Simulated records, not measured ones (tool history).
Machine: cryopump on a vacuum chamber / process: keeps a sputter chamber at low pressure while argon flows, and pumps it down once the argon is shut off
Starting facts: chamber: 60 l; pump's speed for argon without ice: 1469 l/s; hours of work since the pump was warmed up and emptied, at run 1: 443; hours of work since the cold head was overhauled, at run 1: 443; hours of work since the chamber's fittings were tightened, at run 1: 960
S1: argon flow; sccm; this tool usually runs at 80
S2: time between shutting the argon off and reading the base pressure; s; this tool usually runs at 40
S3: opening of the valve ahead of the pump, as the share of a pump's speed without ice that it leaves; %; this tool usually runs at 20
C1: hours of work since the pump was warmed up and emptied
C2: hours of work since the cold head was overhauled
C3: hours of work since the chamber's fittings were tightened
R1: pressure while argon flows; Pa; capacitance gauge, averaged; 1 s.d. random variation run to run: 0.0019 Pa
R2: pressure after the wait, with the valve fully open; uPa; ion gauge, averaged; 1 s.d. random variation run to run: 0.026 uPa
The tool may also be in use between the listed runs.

Run 1, hour 0.0: usual settings; C1 443; C2 443; C3 960. Result: R1 0.4683 Pa, R2 2.25 uPa.
Run 2, hour 12.9: usual settings; C1 451; C2 451; C3 968. Result: R1 0.4734 Pa, R2 2.25 uPa.
Run 3, hour 30.4: usual settings; C1 462; C2 462; C3 979. Result: R1 0.4686 Pa, R2 2.28 uPa.
Run 4, hour 47.4: usual settings; C1 472; C2 472; C3 990. Result: R1 0.4702 Pa, R2 2.23 uPa.
Run 5, hour 62.6: usual settings; C1 482; C2 482; C3 999. Result: R1 0.4709 Pa, R2 2.26 uPa.
Run 6, hour 86.8: usual settings but S3 37 %; C1 497; C2 497; C3 1014. Result: R1 0.2582 Pa, R2 2.20 uPa.
Run 7, hour 110.0: usual settings but S3 37 %; C1 511; C2 511; C3 1029. Result: R1 0.2603 Pa, R2 2.37 uPa.
Run 8, hour 126.2: usual settings but S1 33 sccm; C1 521; C2 521; C3 1039. Result: R1 0.1949 Pa, R2 2.36 uPa.
Run 9, hour 136.3: usual settings but S1 33 sccm; C1 528; C2 528; C3 1045. Result: R1 0.1962 Pa, R2 2.38 uPa.
Run 10, hour 148.2: usual settings but S1 124 sccm; C1 535; C2 535; C3 1052. Result: R1 0.7320 Pa, R2 2.39 uPa.
Run 11, hour 162.0: usual settings but S1 124 sccm; C1 544; C2 544; C3 1061. Result: R1 0.7356 Pa, R2 2.39 uPa.
Run 12, hour 180.5: usual settings but S1 124 sccm; C1 555; C2 555; C3 1073. Result: R1 0.7319 Pa, R2 2.44 uPa.
Run 13, hour 193.2: usual settings; C1 563; C2 563; C3 1080. Result: R1 0.4736 Pa, R2 2.51 uPa.
Run 14, hour 208.2: usual settings; C1 573; C2 573; C3 1090. Result: R1 0.4748 Pa, R2 2.46 uPa.
Run 15, hour 231.6: usual settings; C1 587; C2 587; C3 1104. Result: R1 0.4758 Pa, R2 2.55 uPa.
Run 16, hour 247.8: usual settings but S2 25 s; C1 597; C2 597; C3 1114. Result: R1 0.4732 Pa, R2 3.07 uPa.
Run 17, hour 270.9: usual settings but S2 25 s; C1 612; C2 612; C3 1129. Result: R1 0.4793 Pa, R2 3.04 uPa.
Run 18, hour 286.5: usual settings but S1 89 sccm, S2 62 s, S3 24 %; C1 621; C2 621; C3 1139. Result: R1 0.4442 Pa, R2 2.17 uPa.
Run 19, hour 307.9: usual settings but S1 47 sccm, S2 296 s, S3 21 %; C1 635; C2 635; C3 1152. Result: R1 0.2677 Pa, R2 1.75 uPa.
Run 20, hour 331.4: usual settings but S1 52 sccm, S2 262 s, S3 34 %; C1 649; C2 649; C3 1167. Result: R1 0.1863 Pa, R2 1.79 uPa.
Run 21, hour 344.1: usual settings but S1 68 sccm, S2 43 s, S3 34 %; C1 657; C2 657; C3 1174. Result: R1 0.2434 Pa, R2 2.53 uPa.
Run 22, hour 367.1: usual settings but S1 71 sccm, S2 21 s, S3 19 %; C1 672; C2 672; C3 1189. Result: R1 0.4468 Pa, R2 3.38 uPa.
Run 23, hour 382.7: usual settings but S1 89 sccm, S2 68 s, S3 39 %; C1 681; C2 681; C3 1198. Result: R1 0.2818 Pa, R2 2.25 uPa.
Run 24, hour 401.5: usual settings but S1 34 sccm, S2 92 s, S3 15 %; C1 693; C2 693; C3 1210. Result: R1 0.2674 Pa, R2 2.16 uPa.
Run 25, hour 412.0: usual settings but S1 102 sccm, S2 198 s, S3 58 %; C1 699; C2 699; C3 1217. Result: R1 0.2243 Pa, R2 1.96 uPa.
Run 26, hour 421.9: usual settings but S1 144 sccm, S3 17 %; C1 706; C2 706; C3 1223. Result: R1 1.0071 Pa, R2 2.66 uPa.
Run 27, hour 439.8: usual settings but S1 53 sccm, S2 51 s, S3 17 %; C1 717; C2 717; C3 1234. Result: R1 0.3705 Pa, R2 2.51 uPa.
Run 28, hour 449.9: usual settings but S1 92 sccm, S2 43 s, S3 36 %; C1 723; C2 723; C3 1240. Result: R1 0.3137 Pa, R2 2.59 uPa.
Run 29, hour 467.6: usual settings but S1 92 sccm, S2 43 s, S3 36 %; C1 734; C2 734; C3 1251. Result: R1 0.3157 Pa, R2 2.66 uPa.
Run 30, hour 489.8: usual settings but S1 127 sccm, S2 232 s, S3 23 %; C1 748; C2 748; C3 1265. Result: R1 0.6666 Pa, R2 1.93 uPa.
Run 31, hour 505.4: usual settings but S1 118 sccm, S2 156 s, S3 45 %; C1 758; C2 758; C3 1275. Result: R1 0.3319 Pa, R2 2.03 uPa.
Run 32, hour 515.3: usual settings but S1 118 sccm, S2 156 s, S3 45 %; C1 764; C2 764; C3 1281. Result: R1 0.3316 Pa, R2 2.07 uPa.
Run 33, hour 530.7: usual settings but S1 118 sccm, S2 156 s, S3 45 %; C1 773; C2 773; C3 1291. Result: R1 0.3288 Pa, R2 2.07 uPa.

Measured minus without-hidden-state, run by run (identical run-to-run variation in each term; gauge scatter may differ):
Unlogged tool condition in this case: pump's speed, % of a pump's without ice; cold plate's temperature, K; leak into the chamber, uPa l/s; drift of the gauge itself on working_pa, %; drift of the gauge itself on base_upa, %.
run       R1     R2
  1  +0.0104  +1.11
  2  +0.0107  +1.11
  3  +0.0110  +1.14
  4  +0.0113  +1.13
  5  +0.0115  +1.14
  6  +0.0119  +1.13
  7  +0.0123  +1.22
  8  +0.0052  +1.23
  9  +0.0053  +1.23
 10  +0.0202  +1.24
 11  +0.0206  +1.23
 12  +0.0210  +1.26
 13  +0.0138  +1.31
 14  +0.0141  +1.31
 15  +0.0145  +1.38
 16  +0.0148  +1.35
 17  +0.0154  +1.35
 18  +0.0173  +1.39
 19  +0.0093  +1.43
 20  +0.0106  +1.43
 21  +0.0140  +1.47
 22  +0.0151  +1.44
 23  +0.0193  +1.49
 24  +0.0075  +1.50
 25  +0.0227  +1.55
 26  +0.0325  +1.54
 27  +0.0122  +1.55
 28  +0.0213  +1.52
 29  +0.0218  +1.57
 30  +0.0308  +1.58
 31  +0.0292  +1.60
 32  +0.0294  +1.62
 33  +0.0295  +1.65

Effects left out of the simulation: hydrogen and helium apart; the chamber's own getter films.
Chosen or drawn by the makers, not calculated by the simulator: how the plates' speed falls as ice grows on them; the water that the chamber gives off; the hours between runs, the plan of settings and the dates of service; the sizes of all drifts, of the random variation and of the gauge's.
